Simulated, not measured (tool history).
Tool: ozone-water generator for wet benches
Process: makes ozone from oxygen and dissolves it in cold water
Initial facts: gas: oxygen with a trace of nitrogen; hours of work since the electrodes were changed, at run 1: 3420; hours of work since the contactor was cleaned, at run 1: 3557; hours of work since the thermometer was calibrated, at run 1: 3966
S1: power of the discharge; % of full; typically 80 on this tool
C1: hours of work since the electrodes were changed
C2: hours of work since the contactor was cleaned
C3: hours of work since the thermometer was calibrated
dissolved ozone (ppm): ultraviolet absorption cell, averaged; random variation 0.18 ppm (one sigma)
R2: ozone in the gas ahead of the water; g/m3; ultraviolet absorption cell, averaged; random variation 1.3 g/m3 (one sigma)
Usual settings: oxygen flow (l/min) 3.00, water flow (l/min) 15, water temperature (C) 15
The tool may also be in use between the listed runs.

run 1 hour=0.0 | S1=80 oxygen_flow_(l/min)=3.00 water_flow_(l/min)=15 water_temperature_(C)=15 | C1=3420 C2=3557 C3=3966 | dissolved_ozone_(ppm)=23.5 R2=227.3
run 2 hour=99.5 | S1=80 oxygen_flow_(l/min)=3.00 water_flow_(l/min)=15 water_temperature_(C)=15 | C1=3490 C2=3627 C3=4036 | dissolved_ozone_(ppm)=23.6 R2=226.7
run 3 hour=200.9 | S1=80 oxygen_flow_(l/min)=3.00 water_flow_(l/min)=15 water_temperature_(C)=15 | C1=3562 C2=3699 C3=4108 | dissolved_ozone_(ppm)=23.6 R2=226.3
run 4 hour=267.3 | S1=80 oxygen_flow_(l/min)=3.00 water_flow_(l/min)=15 water_temperature_(C)=15 | C1=3609 C2=3745 C3=4155 | dissolved_ozone_(ppm)=23.6 R2=224.9
run 5 hour=341.2 | S1=80 oxygen_flow_(l/min)=2.00 water_flow_(l/min)=15 water_temperature_(C)=15 | C1=3661 C2=3798 C3=4207 | dissolved_ozone_(ppm)=21.8 R2=270.6
run 6 hour=415.6 | S1=80 oxygen_flow_(l/min)=3.00 water_flow_(l/min)=15 water_temperature_(C)=15 | C1=3714 C2=3850 C3=4260 | dissolved_ozone_(ppm)=23.8 R2=225.3
run 7 hour=556.2 | S1=80 oxygen_flow_(l/min)=3.00 water_flow_(l/min)=15 water_temperature_(C)=15 | C1=3813 C2=3949 C3=4359 | dissolved_ozone_(ppm)=23.5 R2=224.4
-- hour=639.9 water thermometer calibrated
run 8 hour=688.1 | S1=80 oxygen_flow_(l/min)=3.00 water_flow_(l/min)=15 water_temperature_(C)=15 | C1=3906 C2=4042 C3=34 | dissolved_ozone_(ppm)=23.8 R2=221.5
run 9 hour=758.1 | S1=80 oxygen_flow_(l/min)=3.00 water_flow_(l/min)=15 water_temperature_(C)=15 | C1=3955 C2=4091 C3=83 | dissolved_ozone_(ppm)=23.6 R2=226.0
run 10 hour=837.6 | S1=80 oxygen_flow_(l/min)=3.00 water_flow_(l/min)=15 water_temperature_(C)=15 | C1=4011 C2=4148 C3=140 | dissolved_ozone_(ppm)=23.7 R2=223.0
run 11 hour=977.4 | S1=80 oxygen_flow_(l/min)=3.00 water_flow_(l/min)=15 water_temperature_(C)=12 | C1=4110 C2=4246 C3=238 | dissolved_ozone_(ppm)=24.3 R2=222.6
run 12 hour=1039.2 | S1=80 oxygen_flow_(l/min)=3.00 water_flow_(l/min)=15 water_temperature_(C)=15 | C1=4153 C2=4290 C3=282 | dissolved_ozone_(ppm)=23.5 R2=224.3
run 13 hour=1104.4 | S1=80 oxygen_flow_(l/min)=3.00 water_flow_(l/min)=15 water_temperature_(C)=17 | C1=4199 C2=4336 C3=328 | dissolved_ozone_(ppm)=22.7 R2=221.1
run 14 hour=1238.5 | S1=80 oxygen_flow_(l/min)=3.00 water_flow_(l/min)=15 water_temperature_(C)=17 | C1=4294 C2=4431 C3=423 | dissolved_ozone_(ppm)=22.9 R2=221.7
run 15 hour=1341.4 | S1=80 oxygen_flow_(l/min)=3.00 water_flow_(l/min)=15 water_temperature_(C)=17 | C1=4367 C2=4503 C3=495 | dissolved_ozone_(ppm)=22.6 R2=224.2
run 16 hour=1459.8 | S1=80 oxygen_flow_(l/min)=3.00 water_flow_(l/min)=15 water_temperature_(C)=17 | C1=4450 C2=4587 C3=579 | dissolved_ozone_(ppm)=22.5 R2=221.3
-- hour=1511.8 water thermometer calibrated, once more
-- hour=1548.5 contactor cleaned
run 17 hour=1553.1 | S1=80 oxygen_flow_(l/min)=3.00 water_flow_(l/min)=15 water_temperature_(C)=17 | C1=4513 C2=3 C3=26 | dissolved_ozone_(ppm)=23.0 R2=223.8
run 18 hour=1697.3 | S1=80 oxygen_flow_(l/min)=3.00 water_flow_(l/min)=15 water_temperature_(C)=17 | C1=4615 C2=105 C3=128 | dissolved_ozone_(ppm)=23.2 R2=221.1
run 19 hour=1834.3 | S1=80 oxygen_flow_(l/min)=3.00 water_flow_(l/min)=15 water_temperature_(C)=17 | C1=4711 C2=202 C3=225 | dissolved_ozone_(ppm)=23.4 R2=221.5
run 20 hour=1935.0 | S1=80 oxygen_flow_(l/min)=3.00 water_flow_(l/min)=15 water_temperature_(C)=17 | C1=4782 C2=273 C3=296 | dissolved_ozone_(ppm)=23.1 R2=219.8
run 21 hour=2035.7 | S1=80 oxygen_flow_(l/min)=3.00 water_flow_(l/min)=15 water_temperature_(C)=17 | C1=4854 C2=344 C3=367 | dissolved_ozone_(ppm)=22.8 R2=219.7
run 22 hour=2134.1 | S1=80 oxygen_flow_(l/min)=2.45 water_flow_(l/min)=9 water_temperature_(C)=11 | C1=4923 C2=413 C3=436 | dissolved_ozone_(ppm)=35.8 R2=239.3
run 23 hour=2230.8 | S1=80 oxygen_flow_(l/min)=2.16 water_flow_(l/min)=15 water_temperature_(C)=11 | C1=4991 C2=482 C3=505 | dissolved_ozone_(ppm)=22.7 R2=252.4
run 24 hour=2369.8 | S1=80 oxygen_flow_(l/min)=2.16 water_flow_(l/min)=15 water_temperature_(C)=11 | C1=5089 C2=580 C3=603 | dissolved_ozone_(ppm)=22.8 R2=253.7
run 25 hour=2457.2 | S1=80 oxygen_flow_(l/min)=2.16 water_flow_(l/min)=15 water_temperature_(C)=11 | C1=5151 C2=641 C3=664 | dissolved_ozone_(ppm)=22.5 R2=253.4
run 26 hour=2574.9 | S1=88 oxygen_flow_(l/min)=2.16 water_flow_(l/min)=9 water_temperature_(C)=9 | C1=5234 C2=725 C3=748 | dissolved_ozone_(ppm)=38.3 R2=269.3
run 27 hour=2671.0 | S1=56 oxygen_flow_(l/min)=4.16 water_flow_(l/min)=9 water_temperature_(C)=9 | C1=5302 C2=792 C3=815 | dissolved_ozone_(ppm)=30.6 R2=149.4
run 28 hour=2772.9 | S1=56 oxygen_flow_(l/min)=4.16 water_flow_(l/min)=9 water_temperature_(C)=9 | C1=5374 C2=864 C3=887 | dissolved_ozone_(ppm)=30.7 R2=149.8
run 29 hour=2868.9 | S1=48 oxygen_flow_(l/min)=3.11 water_flow_(l/min)=15 water_temperature_(C)=15 | C1=5442 C2=932 C3=955 | dissolved_ozone_(ppm)=16.8 R2=151.7
run 30 hour=2998.1 | S1=80 oxygen_flow_(l/min)=4.82 water_flow_(l/min)=15 water_temperature_(C)=15 | C1=5533 C2=1023 C3=1046 | dissolved_ozone_(ppm)=24.6 R2=174.6
run 31 hour=3065.0 | S1=80 oxygen_flow_(l/min)=4.82 water_flow_(l/min)=15 water_temperature_(C)=15 | C1=5580 C2=1070 C3=1094 | dissolved_ozone_(ppm)=24.4 R2=174.5
run 32 hour=3183.8 | S1=80 oxygen_flow_(l/min)=4.82 water_flow_(l/min)=15 water_temperature_(C)=15 | C1=5664 C2=1154 C3=1177 | dissolved_ozone_(ppm)=24.7 R2=175.3
run 33 hour=3290.3 | S1=80 oxygen_flow_(l/min)=4.82 water_flow_(l/min)=15 water_temperature_(C)=15 | C1=5739 C2=1229 C3=1252 | dissolved_ozone_(ppm)=24.4 R2=172.8

Measured less the same run without the tool's hidden state. The same run-to-run variation is in both; the gauge's scatter may not be:
Unlogged tool condition in this case: yield of the discharge, % of new electrodes'; contactor's efficiency, % of a clean one's; true water temperature over the reading, C; drift of the gauge itself on ozone_ppm, %; drift of the gauge itself on gas_g_m3, %.
run=1 dissolved_ozone_(ppm)=-2.0 R2=-13.6
run=2 dissolved_ozone_(ppm)=-2.1 R2=-13.8
run=3 dissolved_ozone_(ppm)=-2.0 R2=-14.1
run=4 dissolved_ozone_(ppm)=-2.1 R2=-14.3
run=5 dissolved_ozone_(ppm)=-1.9 R2=-17.6
run=6 dissolved_ozone_(ppm)=-2.1 R2=-14.7
run=7 dissolved_ozone_(ppm)=-2.2 R2=-15.2
run=8 dissolved_ozone_(ppm)=-2.4 R2=-15.4
run=9 dissolved_ozone_(ppm)=-2.3 R2=-15.8
run=10 dissolved_ozone_(ppm)=-2.3 R2=-16.0
run=11 dissolved_ozone_(ppm)=-2.5 R2=-16.4
run=12 dissolved_ozone_(ppm)=-2.4 R2=-16.6
run=13 dissolved_ozone_(ppm)=-2.4 R2=-16.7
run=14 dissolved_ozone_(ppm)=-2.5 R2=-17.2
run=15 dissolved_ozone_(ppm)=-2.5 R2=-17.7
run=16 dissolved_ozone_(ppm)=-2.5 R2=-17.9
run=17 dissolved_ozone_(ppm)=-2.0 R2=-18.4
run=18 dissolved_ozone_(ppm)=-2.0 R2=-18.7
run=19 dissolved_ozone_(ppm)=-2.1 R2=-19.0
run=20 dissolved_ozone_(ppm)=-2.1 R2=-19.2
run=21 dissolved_ozone_(ppm)=-2.2 R2=-19.5
run=22 dissolved_ozone_(ppm)=-3.4 R2=-21.6
run=23 dissolved_ozone_(ppm)=-2.2 R2=-23.2
run=24 dissolved_ozone_(ppm)=-2.2 R2=-23.7
run=25 dissolved_ozone_(ppm)=-2.2 R2=-24.0
run=26 dissolved_ozone_(ppm)=-4.1 R2=-27.7
run=27 dissolved_ozone_(ppm)=-2.4 R2=-11.2
run=28 dissolved_ozone_(ppm)=-2.6 R2=-11.4
run=29 dissolved_ozone_(ppm)=-1.3 R2=-10.3
run=30 dissolved_ozone_(ppm)=-2.8 R2=-18.0
run=31 dissolved_ozone_(ppm)=-2.8 R2=-18.2
run=32 dissolved_ozone_(ppm)=-2.8 R2=-18.6
run=33 dissolved_ozone_(ppm)=-2.9 R2=-18.7

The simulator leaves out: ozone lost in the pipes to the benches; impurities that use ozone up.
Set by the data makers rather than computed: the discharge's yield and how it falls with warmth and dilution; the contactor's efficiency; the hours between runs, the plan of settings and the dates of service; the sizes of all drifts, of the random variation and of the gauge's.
